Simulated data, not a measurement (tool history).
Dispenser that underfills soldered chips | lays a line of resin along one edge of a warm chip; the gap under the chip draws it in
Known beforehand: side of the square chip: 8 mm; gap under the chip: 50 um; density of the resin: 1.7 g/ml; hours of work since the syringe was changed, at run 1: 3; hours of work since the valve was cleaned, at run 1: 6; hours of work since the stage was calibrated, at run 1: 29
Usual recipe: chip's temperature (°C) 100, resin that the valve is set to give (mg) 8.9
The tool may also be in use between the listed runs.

run	hour	chip's temperature (°C)	resin that the valve is set to give (mg)	hours of work since the syringe was changed	hours of work since the valve was cleaned	hours of work since the stage was calibrated	time until the resin shows at the far edge (s)	resin that the valve gave (mg)
1	0	100	8.9	3	6	29	22	8.86
2	3.5	100	8.9	6	8	31	25.5	8.81
# hour 4.3: new syringe of resin
3	10.6	100	8.9	4	13	36	24.2	8.82
# hour 13.4: new syringe of resin
4	18.1	100	8.9	3	18	41	23.2	8.72
# hour 22.4: new syringe of resin
5	23.2	89	8.9	1	22	44	29.7	8.76
6	26.3	89	8.9	3	24	46	33.5	8.74
# hour 31.3: new syringe of resin
7	31.8	100	8.9	0	27	50	19	8.68
8	35.1	100	8.9	3	30	52	22.3	8.71
# hour 40.1: new syringe of resin
9	40.1	100	8.9	0	33	56	18.3	8.65
10	43.3	100	8.9	2	35	58	21.4	8.66
11	47.8	91	8.9	5	38	61	35.4	8.7
# hour 48.7: new syringe of resin
12	54.1	108	8.9	4	42	65	18.3	8.55
# hour 57.8: new syringe of resin
13	57.8	108	8.9	0	45	67	14.3	8.55
14	62.2	108	8.9	3	48	70	16.5	8.56
15	66	108	8.9	6	50	73	19.4	8.56
# hour 66.8: new syringe of resin
16	70.5	108	8.9	3	53	76	16.6	8.54
# hour 75.6: new syringe of resin
17	77.2	108	8.9	1	58	80	14.3	8.52
18	83.3	108	8.9	5	62	85	19.4	8.45
# hour 84.4: new syringe of resin
19	87.4	97	11.34	2	65	87	23.7	10.74
20	91.7	106	8.22	5	68	90	20.7	7.81
# hour 93.1: new syringe of resin
21	98.2	106	8.22	4	72	95	19.9	7.79
# hour 102.1: new syringe of resin
22	105.8	106	8.22	3	77	100	18.3	7.8
# hour 110.8: new syringe of resin
23	112.8	106	8.22	1	82	104	16.9	7.73
24	116.4	107	8.9	4	84	107	18.3	8.4
# hour 119.4: new syringe of resin
25	122.4	97	10.08	2	88	111	24	9.42
# hour 124.1: dispensing valve cleaned and set on the balance
# hour 129.4: new syringe of resin
26	130.3	97	10.08	1	4	115	21.7	10
27	136.6	97	10.08	5	8	120	28.7	9.95
# hour 138.4: new syringe of resin
28	140.8	97	10.08	2	11	123	23.5	10.12
29	146.3	109	10.09	5	15	126	18.7	10
# hour 147.3: new syringe of resin
30	153.4	100	11.23	4	20	131	23.5	10.95
# hour 156: new syringe of resin
31	156.9	100	11.23	1	22	133	18.7	10.97
32	163.7	94	9.82	5	27	138	32.5	9.55
# hour 165: new syringe of resin
33	167.3	94	9.82	2	29	140	24.5	9.52
34	171.8	93	8.67	5	32	143	32.3	8.38
# hour 174.1: new syringe of resin
35	177.6	93	8.67	2	36	147	29.2	8.38

4 options for the next run, each taken on its own from the tool as it stands now. Forecast them:
# hour 182.8: new syringe of resin
A	183.4	113	9.43	0	40	151	?	?
# hour 182.8: new syringe of resin
B	183.4	111	9.11	0	40	151	?	?
# hour 182.8: new syringe of resin
C	183.4	100	11.01	0	40	151	?	?
# hour 182.8: new syringe of resin
D	183.4	105	8.42	0	40	151	?	?

run	time until the resin shows at the far edge (s)	resin that the valve gave (mg)
A	12.5	9.11
B	12.8	8.79
C	18.9	10.66
D	16	8.14
Without the tool's hidden state the same runs would have given:
run	time until the resin shows at the far edge (s)	resin that the valve gave (mg)
A	11.7	9.41
B	11.9	9.08
C	17.7	11.02
D	15	8.41
